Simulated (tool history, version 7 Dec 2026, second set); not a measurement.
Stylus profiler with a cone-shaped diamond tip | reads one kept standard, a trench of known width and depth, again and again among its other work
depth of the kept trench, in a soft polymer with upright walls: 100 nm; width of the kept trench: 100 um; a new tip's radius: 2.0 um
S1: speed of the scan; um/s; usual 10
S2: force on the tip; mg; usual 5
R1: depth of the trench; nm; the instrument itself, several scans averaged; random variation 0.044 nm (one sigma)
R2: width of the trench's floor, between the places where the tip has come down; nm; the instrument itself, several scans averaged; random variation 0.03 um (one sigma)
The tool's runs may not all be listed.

run 1 hour=0 | S1=10 S2=5 | R1=102.73 R2=98680
run 2 hour=42 | S1=10 S2=2.48 | R1=101.72 R2=98720
run 3 hour=98.6 | S1=10 S2=5 | R1=102.76 R2=98690
run 4 hour=143 | S1=10 S2=5 | R1=102.82 R2=98760
run 5 hour=202.6 | S1=10 S2=5 | R1=102.82 R2=98660
run 6 hour=249.9 | S1=10 S2=5 | R1=102.83 R2=98700
run 7 hour=284.6 | S1=10 S2=5 | R1=102.78 R2=98710
run 8 hour=341 | S1=10 S2=5 | R1=102.86 R2=98690
run 9 hour=379.1 | S1=10 S2=3.04 | R1=101.95 R2=98680
run 10 hour=425.5 | S1=6 S2=5 | R1=102.73 R2=98720
run 11 hour=465.2 | S1=17 S2=5 | R1=102.79 R2=98640
run 12 hour=521 | S1=17 S2=5 | R1=102.76 R2=98690
run 13 hour=581.2 | S1=17 S2=5 | R1=102.82 R2=98670
run 14 hour=640.9 | S1=10 S2=5 | R1=102.82 R2=98720
run 15 hour=677.8 | S1=10 S2=5 | R1=102.81 R2=98690
run 16 hour=721 | S1=10 S2=5 | R1=102.78 R2=98660
run 17 hour=766.4 | S1=10 S2=5 | R1=102.84 R2=98740
run 18 hour=820.7 | S1=10 S2=5 | R1=102.77 R2=98730
run 19 hour=864.7 | S1=10 S2=5 | R1=102.79 R2=98750
run 20 hour=912.7 | S1=10 S2=5 | R1=102.77 R2=98650
run 21 hour=958.6 | S1=34 S2=5 | R1=102.8 R2=98600
run 22 hour=983.8 | S1=10 S2=2.09 | R1=101.62 R2=98620
run 23 hour=1019.4 | S1=10 S2=5 | R1=102.8 R2=98710
run 24 hour=1062.2 | S1=25 S2=3.06 | R1=101.97 R2=98600
run 25 hour=1118.7 | S1=11 S2=5.61 | R1=103.01 R2=98690
run 26 hour=1163.7 | S1=12 S2=7.22 | R1=103.55 R2=98700
run 27 hour=1209 | S1=12 S2=7.22 | R1=103.57 R2=98630
run 28 hour=1257.9 | S1=12 S2=7.22 | R1=103.53 R2=98740
run 29 hour=1290.2 | S1=19 S2=5.66 | R1=102.99 R2=98660
run 30 hour=1334.7 | S1=9 S2=2.58 | R1=101.87 R2=98710
run 31 hour=1367.3 | S1=10 S2=1.96 | R1=101.53 R2=98690
run 32 hour=1398 | S1=19 S2=5.21 | R1=102.91 R2=98650
run 33 hour=1441.8 | S1=19 S2=5.21 | R1=102.91 R2=98680
run 34 hour=1496.7 | S1=10 S2=12.9 | R1=105.2 R2=98690
run 35 hour=1547.1 | S1=10 S2=12.9 | R1=105.29 R2=98700
run 36 hour=1580.2 | S1=29 S2=7.36 | R1=103.58 R2=98650
run 37 hour=1605.3 | S1=18 S2=13.92 | R1=105.61 R2=98690
run 38 hour=1632 | S1=19 S2=11.6 | R1=104.93 R2=98730
run 39 hour=1679.6 | S1=19 S2=11.6 | R1=104.9 R2=98700
run 40 hour=1721.8 | S1=23 S2=3.05 | R1=102.03 R2=98600
run 41 hour=1768 | S1=6 S2=2.89 | R1=101.96 R2=98690
run 42 hour=1827 | S1=9 S2=2.89 | R1=101.94 R2=98650
run 43 hour=1880.4 | S1=9 S2=2.89 | R1=101.96 R2=98700
run 44 hour=1915.9 | S1=20 S2=5.62 | R1=103.03 R2=98670
run 45 hour=1953.9 | S1=14 S2=10.4 | R1=104.54 R2=98700
run 46 hour=1992.8 | S1=14 S2=10.4 | R1=104.54 R2=98700

Not shown: 2 entries that the log had between the listed runs. Between which runs, and how does the tool's hidden state differ before and after?
Between runs 8 and 9: height scale calibrated on a step standard (hour 355.2)
  height scale over the true one, %: 0.007 -> -0.001
Between runs 41 and 42: height scale calibrated on a step standard (hour 1793)
  height scale over the true one, %: 0.006 -> 0.001

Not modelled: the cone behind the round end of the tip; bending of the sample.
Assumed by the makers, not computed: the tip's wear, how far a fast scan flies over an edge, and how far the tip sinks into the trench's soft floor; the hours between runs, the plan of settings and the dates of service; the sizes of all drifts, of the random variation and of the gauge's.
